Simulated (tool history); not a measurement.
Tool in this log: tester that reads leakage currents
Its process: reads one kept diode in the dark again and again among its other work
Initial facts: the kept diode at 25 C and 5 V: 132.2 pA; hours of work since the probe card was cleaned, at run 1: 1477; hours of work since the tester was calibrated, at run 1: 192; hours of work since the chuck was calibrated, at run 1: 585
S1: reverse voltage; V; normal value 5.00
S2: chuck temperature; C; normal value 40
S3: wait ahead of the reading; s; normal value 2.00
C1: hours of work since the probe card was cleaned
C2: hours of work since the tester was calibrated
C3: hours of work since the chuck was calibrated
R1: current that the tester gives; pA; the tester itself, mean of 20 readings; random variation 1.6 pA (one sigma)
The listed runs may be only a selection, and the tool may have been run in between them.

run	hour	S1	S2	S3	C1	C2	C3	R1
1	0.0	5.00	40	2.00	1477	192	585	540.21
2	96.6	5.00	40	2.00	1545	261	653	545.55
3	209.1	5.00	40	2.00	1625	340	733	546.21
# hour 283.2: probe card cleaned and baked
4	325.3	5.00	40	2.00	30	420	813	542.95
5	493.0	8.31	40	2.00	148	539	932	663.92
6	627.9	8.31	40	2.00	244	634	1027	670.49
7	755.5	13.45	40	2.44	334	725	1117	812.61
8	845.1	2.16	26	0.36	397	788	1181	116.11
9	986.9	12.79	22	9.41	498	888	1281	158.36
10	1092.5	12.79	22	9.41	572	963	1356	159.54
11	1188.2	12.79	22	9.41	640	1031	1423	161.16

5 ways to go on from here, each from the tool as it stands after run 11. What would each give?
# hour 1208.5: chuck's temperature calibrated
A	1320.5	15.75	46	0.96	732	1123	79	?
# hour 1208.5: chuck's temperature calibrated
B	1320.5	3.77	22	5.34	732	1123	79	?
# hour 1208.5: chuck's temperature calibrated
C	1320.5	3.37	40	1.13	732	1123	79	?
# hour 1208.5: chuck's temperature calibrated
D	1320.5	12.79	20	0.77	732	1123	79	?
# hour 1208.5: chuck's temperature calibrated
E	1320.5	1.42	36	3.43	732	1123	79	?

run	R1
A	1351.37
B	91.23
C	452.08
D	126.43
E	229.25
Without the tool's unlogged condition, the same runs would have read:
run	R1
A	1344.60
B	89.18
C	451.05
D	118.98
E	228.94
